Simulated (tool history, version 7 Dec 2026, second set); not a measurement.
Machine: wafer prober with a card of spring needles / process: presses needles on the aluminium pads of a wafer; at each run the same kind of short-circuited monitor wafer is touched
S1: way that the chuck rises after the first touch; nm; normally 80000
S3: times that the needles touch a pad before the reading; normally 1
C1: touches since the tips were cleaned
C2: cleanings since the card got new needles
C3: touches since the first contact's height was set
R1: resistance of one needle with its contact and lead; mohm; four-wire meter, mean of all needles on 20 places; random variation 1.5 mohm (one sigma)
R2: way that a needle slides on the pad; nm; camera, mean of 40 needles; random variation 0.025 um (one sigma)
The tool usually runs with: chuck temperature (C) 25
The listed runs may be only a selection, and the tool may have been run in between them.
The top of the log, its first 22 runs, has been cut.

At day 11.008: tips cleaned on abrasive film.
Run 23, day 11.308: usual settings but S1 61000 nm; C1 2095; C2 20; C3 135119. Result: R1 165 mohm, R2 11270 nm.
Run 24, day 11.742: usual settings but S1 61000 nm; C1 5107; C2 20; C3 138131. Result: R1 175 mohm, R2 11310 nm.
At day 11.929: tips cleaned on abrasive film.
Run 25, day 12.192: usual settings but S1 61000 nm, chuck temperature (C) 115; C1 1805; C2 21; C3 141225. Result: R1 174 mohm, R2 11310 nm.
Run 26, day 12.742: usual settings but S1 61000 nm, chuck temperature (C) 115; C1 5670; C2 21; C3 145090. Result: R1 187 mohm, R2 11300 nm.
At day 12.862: tips cleaned on abrasive film.
Run 27, day 13.238: usual settings but S1 68000 nm, chuck temperature (C) 39; C1 2605; C2 22; C3 148505. Result: R1 165 mohm, R2 12700 nm.
At day 13.796: tips cleaned on abrasive film.
Run 28, day 13.796: usual settings but S1 87000 nm, chuck temperature (C) 39; C1 0; C2 23; C3 152381. Result: R1 151 mohm, R2 16290 nm.
Run 29, day 14.550: usual settings but S1 87000 nm, chuck temperature (C) 39; C1 5265; C2 23; C3 157646. Result: R1 166 mohm, R2 16280 nm.
At day 14.746: tips cleaned on abrasive film.
Run 30, day 14.900: usual settings but S1 90000 nm, chuck temperature (C) 93; C1 1067; C2 24; C3 160048. Result: R1 166 mohm, R2 16850 nm.
Run 31, day 15.404: usual settings but S1 88000 nm, S3 3; C1 4585; C2 24; C3 163566. Result: R1 153 mohm, R2 16460 nm.
At day 15.671: tips cleaned on abrasive film.
Run 32, day 16.071: usual settings but S1 88000 nm, S3 3; C1 2799; C2 25; C3 168205. Result: R1 151 mohm, R2 16450 nm.
At day 16.579: tips cleaned on abrasive film.
Run 33, day 16.742: usual settings but S1 97000 nm, chuck temperature (C) 117, S3 3; C1 1136; C2 26; C3 172843. Result: R1 163 mohm, R2 18060 nm.
Run 34, day 17.258: usual settings but S1 94000 nm, chuck temperature (C) 117, S3 2; C1 4741; C2 26; C3 176448. Result: R1 172 mohm, R2 17520 nm.

Consider 4 possible next runs. They are alternatives, not a sequence: every one starts from the tool as it was left by run 34. What does each give?
At day 17.492: tips cleaned on abrasive film.
Run A, day 17.746: usual settings but S1 64000 nm, chuck temperature (C) 93; C1 1755; C2 27; C3 179809. Result: R1 ?, R2 ?.
At day 17.492: tips cleaned on abrasive film.
Run B, day 17.746: usual settings but S1 61000 nm, chuck temperature (C) 49, S3 2; C1 1755; C2 27; C3 179809. Result: R1 ?, R2 ?.
At day 17.492: tips cleaned on abrasive film.
Run C, day 17.746: usual settings but S1 94000 nm, chuck temperature (C) 117, S3 2; C1 1755; C2 27; C3 179809. Result: R1 ?, R2 ?.
At day 17.492: tips cleaned on abrasive film.
Run D, day 17.746: usual settings but S1 96000 nm, chuck temperature (C) 70; C1 1755; C2 27; C3 179809. Result: R1 ?, R2 ?.

run   R1     R2
  A  171  11760
  B  165  11190
  C  167  17520
  D  159  17910
With the hidden condition removed and each run's random variation left untouched, the same runs would have given:
run   R1     R2
  A  160  12170
  B  157  11600
  C  164  17920
  D  154  18320
